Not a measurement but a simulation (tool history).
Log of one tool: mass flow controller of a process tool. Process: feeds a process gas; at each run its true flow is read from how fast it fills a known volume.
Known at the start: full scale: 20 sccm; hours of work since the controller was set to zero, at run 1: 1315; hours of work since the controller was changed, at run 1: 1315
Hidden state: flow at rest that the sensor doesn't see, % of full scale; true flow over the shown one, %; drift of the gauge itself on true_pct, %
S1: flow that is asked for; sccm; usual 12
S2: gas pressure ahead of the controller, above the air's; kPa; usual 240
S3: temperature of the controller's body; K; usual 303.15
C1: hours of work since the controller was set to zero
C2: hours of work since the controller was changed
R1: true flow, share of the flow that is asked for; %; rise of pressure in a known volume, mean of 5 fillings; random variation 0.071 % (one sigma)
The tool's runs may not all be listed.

run	hour	S1	S2	S3	C1	C2	R1
1	0	12	240	303.15	1315	1315	99.81
2	55.6	12	240	303.15	1356	1356	99.84
3	133	12	240	303.15	1413	1413	99.71
4	173.5	12	240	303.15	1443	1443	99.73
5	240	12	240	303.15	1492	1492	99.77
6	303.4	12	240	303.15	1539	1539	99.7
7	355.3	12	240	303.15	1577	1577	99.89
8	406.4	12	240	303.15	1615	1615	99.89
9	446.9	12	240	303.15	1645	1645	99.79
10	502.7	12	240	296.15	1686	1686	99.21
11	567.6	12	240	296.15	1734	1734	99.19
12	610.3	12	240	296.15	1766	1766	99.19
13	698.4	12	240	308.15	1831	1831	100.36
14	770.8	12	240	308.15	1884	1884	100.25
15	852.4	12	240	308.15	1945	1945	100.09
16	898	12	240	308.15	1978	1978	100.23
17	952.3	12	240	308.15	2018	2018	100.25
18	1007.3	12	240	308.15	2059	2059	100.25
19	1058.8	12	240	308.15	2097	2097	100.13
20	1096.8	14	240	298.15	2125	2125	99.5
21	1163.1	12	201	305.15	2174	2174	99.9
22	1244.8	12	180	304.15	2235	2235	99.68
23	1285.3	8	270	303.15	2264	2264	99.6
24	1336.8	12	149	303.15	2302	2302	99.22
25	1421.5	12	240	305.15	2365	2365	99.97
26	1502.5	12	206	305.15	2425	2425	99.76
27	1541.3	12	206	305.15	2454	2454	99.77
28	1608.9	12	206	305.15	2503	2503	99.78
29	1696.2	12	195	295.15	2568	2568	98.94
30	1749.7	9	147	295.15	2608	2608	98.43
31	1833.4	3	161	313.15	2669	2669	99.31
32	1902.8	5	245	303.15	2721	2721	99.1
33	1963.8	5	245	303.15	2766	2766	99.17
34	2045.7	5	245	303.15	2826	2826	99.18
35	2093.9	5	245	303.15	2862	2862	99.02
36	2162.9	5	255	310.15	2913	2913	99.74

Forecast each of these 5 alternatives for the next run:
A	2230.3	6	223	300.15	2963	2963	?
B	2230.3	4	192	298.15	2963	2963	?
C	2230.3	7	255	306.15	2963	2963	?
D	2230.3	2	141	298.15	2963	2963	?
E	2230.3	9	267	299.15	2963	2963	?

run	R1
A	98.8
B	98.33
C	99.61
D	97.76
E	99.31
Without the tool's hidden state the same runs would have given:
run	R1
A	98.8
B	98.33
C	99.6
D	97.78
E	99.3
